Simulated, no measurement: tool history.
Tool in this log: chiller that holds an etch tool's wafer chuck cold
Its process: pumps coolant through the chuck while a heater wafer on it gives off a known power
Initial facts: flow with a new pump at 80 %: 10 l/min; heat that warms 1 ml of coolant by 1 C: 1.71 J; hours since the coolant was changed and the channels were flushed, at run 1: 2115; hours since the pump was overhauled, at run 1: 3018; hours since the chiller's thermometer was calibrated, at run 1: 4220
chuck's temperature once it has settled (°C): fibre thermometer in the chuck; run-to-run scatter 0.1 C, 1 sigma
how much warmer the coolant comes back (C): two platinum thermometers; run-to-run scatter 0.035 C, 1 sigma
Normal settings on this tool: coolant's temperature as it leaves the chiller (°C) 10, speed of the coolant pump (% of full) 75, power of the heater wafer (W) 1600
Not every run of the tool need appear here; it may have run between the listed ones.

run     day  coolant's temperature as it leaves the chiller (°C)  speed of the coolant pump (% of full)  power of the heater wafer (W)  hours since the coolant was changed and the channels were flushed  hours since the pump was overhauled  hours since the chiller's thermometer was calibrated  chuck's temperature once it has settled (°C)  how much warmer the coolant comes back (C)
  1       0                                                   10                                     75                           1600                                                               2115                                 3018                                                  4220                                            24                                        6.97
  2   6.175                                                   10                                     75                           1600                                                               2263                                 3166                                                  4368                                          24.3                                        6.98
  3  10.004                                                   10                                     75                           1600                                                               2355                                 3258                                                  4460                                          24.2                                        7.01
  4  16.475                                                   10                                     75                           1600                                                               2510                                 3413                                                  4615                                          24.4                                        7.14
     18.592  -- chiller's thermometer calibrated
  5  19.408                                                   10                                     75                           1600                                                               2580                                 3483                                                    20                                          25.3                                         7.1
  6  22.129                                                   14                                     75                           1600                                                               2645                                 3548                                                    85                                          29.2                                        7.16
  7  28.617                                                   13                                     62                            818                                                               2801                                 3704                                                   241                                          22.3                                        4.49
  8  35.079                                                   10                                     82                           1373                                                               2956                                 3859                                                   396                                          22.5                                        5.69
  9  39.771                                                   15                                     75                           1719                                                               3068                                 3971                                                   508                                            32                                         7.8
 10  45.562                                                   15                                     75                           1719                                                               3207                                 4110                                                   647                                          32.2                                        7.83
     47.979  -- coolant changed, channels flushed
 11  51.217                                                   15                                     80                           2224                                                                 78                                 4240                                                   777                                          33.5                                        9.59
 12  56.254                                                   10                                     75                           1105                                                                199                                 4361                                                   898                                          19.6                                        5.15

Some steps in chuck's temperature once it has settled (°C), run to run, broken into two amounts with sign: the step expected even without the hidden condition (settings, incoming material, random variation), and the rest, left for the hidden condition together with whatever gauge scatter is not in both the measured and the hidden-condition-free result:
What the log doesn't record here: heat passed by the chuck's channels, % of clean ones'; flow at a given pump speed, % of a new pump's; coolant's true temperature over the reading, C; drift of the gauge itself on chuck_c, C; drift of the gauge itself on warmer_back_c, C.
Run 10 -> 11: speed of the coolant pump (% of full) 75 -> 80, power of the heater wafer (W) 1719 -> 2224, coolant changed, channels flushed. chuck's temperature once it has settled (°C) +1.3: hidden state -1.7, all else +3.
Run 11 -> 12: coolant's temperature as it leaves the chiller (°C) 15 -> 10, speed of the coolant pump (% of full) 80 -> 75, power of the heater wafer (W) 2224 -> 1105. chuck's temperature once it has settled (°C) -13.9: hidden state -1.3, all else -12.6.

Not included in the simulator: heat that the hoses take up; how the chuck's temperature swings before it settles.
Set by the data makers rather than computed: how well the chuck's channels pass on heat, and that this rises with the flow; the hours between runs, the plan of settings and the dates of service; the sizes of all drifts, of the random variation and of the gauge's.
